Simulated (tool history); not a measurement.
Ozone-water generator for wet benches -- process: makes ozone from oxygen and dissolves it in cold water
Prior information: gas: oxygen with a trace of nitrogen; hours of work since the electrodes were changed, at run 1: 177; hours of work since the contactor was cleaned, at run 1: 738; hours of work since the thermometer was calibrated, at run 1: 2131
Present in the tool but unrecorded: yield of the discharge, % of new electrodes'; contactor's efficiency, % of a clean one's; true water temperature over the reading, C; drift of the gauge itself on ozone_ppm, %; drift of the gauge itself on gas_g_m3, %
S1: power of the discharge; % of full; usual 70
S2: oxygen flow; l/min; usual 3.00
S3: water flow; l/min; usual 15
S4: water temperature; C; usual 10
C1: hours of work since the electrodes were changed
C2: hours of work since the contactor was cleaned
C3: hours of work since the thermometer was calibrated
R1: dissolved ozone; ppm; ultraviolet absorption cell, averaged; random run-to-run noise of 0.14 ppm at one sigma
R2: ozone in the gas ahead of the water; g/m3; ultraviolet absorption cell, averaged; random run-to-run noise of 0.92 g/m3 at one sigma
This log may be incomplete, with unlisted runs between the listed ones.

run	day	S1	S2	S3	S4	C1	C2	C3	R1	R2
1	0.000	70	3.00	15	10	177	738	2131	16.7	157.0
2	0.846	70	3.00	15	10	193	754	2147	16.6	155.5
3	1.700	70	3.00	15	10	209	770	2163	16.7	154.7
4	2.996	70	3.00	15	10	233	795	2187	16.5	154.7
5	4.342	70	3.00	15	10	259	820	2213	16.4	154.3
6	5.617	70	3.00	15	16	283	844	2237	15.3	154.7
7	7.321	70	3.00	15	10	315	877	2269	16.4	153.7
8	8.071	70	3.00	15	10	329	891	2284	16.6	153.8
9	9.738	70	3.00	15	10	361	922	2315	16.4	154.2
10	10.633	70	3.00	15	10	378	939	2332	16.6	152.1
11	11.708	70	3.90	15	10	398	960	2352	17.1	135.6
12	12.504	89	3.90	15	10	413	975	2367	20.4	161.6
13	13.838	89	3.90	15	10	438	1000	2393	20.5	158.2
14	15.288	89	3.90	15	10	466	1027	2420	20.3	159.2
15	16.058	89	3.90	15	10	480	1042	2435	20.2	160.2
16	17.500	89	3.68	15	10	508	1069	2462	20.2	164.1
17	19.033	70	3.00	15	7	537	1098	2491	17.2	152.4
18	20.512	71	1.57	15	6	565	1126	2519	14.9	217.5
19	21.367	56	4.02	15	7	581	1142	2535	15.2	112.5
20	22.304	56	3.27	19	7	598	1160	2553	11.5	124.4
21	23.412	56	3.27	19	7	619	1181	2574	11.8	124.9
22	24.458	56	3.27	19	7	639	1201	2593	11.9	124.8
23	25.433	63	3.27	19	7	658	1219	2612	12.9	135.5
24	27.275	63	1.86	13	7	692	1254	2647	16.6	182.4
25	28.221	76	3.64	22	10	710	1272	2665	12.8	145.6
26	29.629	43	1.51	19	10	737	1299	2691	7.7	152.6
27	30.667	43	1.51	19	10	757	1318	2711	7.8	154.9
28	32.225	43	1.51	19	10	786	1348	2740	8.0	154.4
29	33.575	70	2.55	17	10	812	1373	2766	14.2	165.2
30	35.042	45	3.72	10	6	839	1401	2794	18.0	97.7
31	35.979	45	3.72	10	6	857	1419	2811	18.1	97.9

How would selected steps in R2 from run to run divide? Give the signed amount a tool lacking its hidden state would still show from settings, what came in and random variation, and the signed amount left for the hidden state, including any gauge scatter that is not in both of the compared results.
Run 17 -> 18: S1 70 -> 71, S2 3.00 -> 1.57, S4 7 -> 6. R2 +65.1 g/m3: hidden state -1.1, all else +66.2.
Run 18 -> 19: S1 71 -> 56, S2 1.57 -> 4.02, S4 6 -> 7. R2 -105.0 g/m3: hidden state +1.5, all else -106.5.
Run 29 -> 30: S1 70 -> 45, S2 2.55 -> 3.72, S3 17 -> 10, S4 10 -> 6. R2 -67.5 g/m3: hidden state +1.5, all else -69.0.
